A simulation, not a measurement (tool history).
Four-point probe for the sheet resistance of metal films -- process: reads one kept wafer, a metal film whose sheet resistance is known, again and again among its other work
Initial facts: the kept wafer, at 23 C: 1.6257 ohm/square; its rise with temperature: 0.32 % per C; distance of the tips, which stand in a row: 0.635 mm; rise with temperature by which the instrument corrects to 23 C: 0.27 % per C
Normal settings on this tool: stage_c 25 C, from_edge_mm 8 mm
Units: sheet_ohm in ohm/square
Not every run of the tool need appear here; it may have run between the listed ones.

run	hour	stage_c	from_edge_mm	sheet_ohm
1	0.0	25	8	1.629749
2	12.7	25	8	1.629924
3	29.6	25	5	1.638895
4	40.7	25	8	1.629991
5	56.8	25	8	1.630147
6	80.7	20	8	1.626213
7	97.2	20	8	1.625762
8	113.7	21	8	1.626496
9	124.4	25	8	1.629870
10	143.8	25	8	1.630393
11	168.0	25	8	1.630329
12	183.3	25	8	1.631223
13	195.0	25	8	1.629791
14	219.3	25	8	1.630692
15	235.6	25	54	1.625191
16	257.5	25	54	1.624613
17	272.4	25	54	1.625149
# hour 278.7: stage's thermometer calibrated
18	291.2	25	8	1.628952
19	308.3	25	8	1.629051
20	326.8	25	8	1.629360
21	348.5	25	8	1.629139
22	363.7	27	8	1.630802
# hour 368.8: stage's thermometer calibrated, once more
23	387.9	27	8	1.634425
24	412.1	27	3	1.667393
25	425.9	25	4	1.649380
26	438.7	27	8	1.635040
27	455.1	31	17	1.633930
28	470.0	31	17	1.634410
29	482.0	32	14	1.635625
30	498.9	27	22	1.630053
31	512.6	27	22	1.629928
32	534.1	27	22	1.629926
33	553.6	27	22	1.630236
34	572.8	28	33	1.630388
35	596.5	28	33	1.630772
36	610.8	25	3	1.666105
37	632.9	31	8	1.638156
38	648.5	31	6	1.642809
39	663.6	31	6	1.643236
40	687.0	23	8	1.631659
41	701.5	24	6	1.637338
42	724.4	24	6	1.636583
43	734.7	25	58	1.628339
44	755.3	25	58	1.628281
45	774.6	26	34	1.629635
46	785.9	26	34	1.629823

Below, some changes in sheet_ohm between adjacent runs. For each, the amount present without the hidden state too (settings, incoming material, random variation) and the amount remaining for the hidden state with gauge scatter not shared by both compared results:
The hidden state here: inner tips' distance over the nominal, %; tips' flats over new ones', %; wafer's true temperature over the reading, C; drift of the gauge itself on sheet_ohm, %.
Run 13 -> 14: no setting changed, nothing entered. sheet_ohm +0.000901 ohm/square: hidden state +0.000049, all else +0.000852.
Run 17 -> 18: from_edge_mm 54 -> 8, stage's thermometer calibrated. sheet_ohm +0.003803 ohm/square: hidden state -0.001486, all else +0.005289.
Run 22 -> 23: stage's thermometer calibrated, once more. sheet_ohm +0.003623 ohm/square: hidden state +0.003724, all else -0.000101.
Run 23 -> 24: from_edge_mm 8 -> 3. sheet_ohm +0.032968 ohm/square: hidden state +0.000047, all else +0.032921.
Run 35 -> 36: stage_c 28 -> 25, from_edge_mm 33 -> 3. sheet_ohm +0.035333 ohm/square: hidden state +0.000028, all else +0.035305.
Run 36 -> 37: stage_c 25 -> 31, from_edge_mm 3 -> 8. sheet_ohm -0.027949 ohm/square: hidden state +0.000043, all else -0.027992.

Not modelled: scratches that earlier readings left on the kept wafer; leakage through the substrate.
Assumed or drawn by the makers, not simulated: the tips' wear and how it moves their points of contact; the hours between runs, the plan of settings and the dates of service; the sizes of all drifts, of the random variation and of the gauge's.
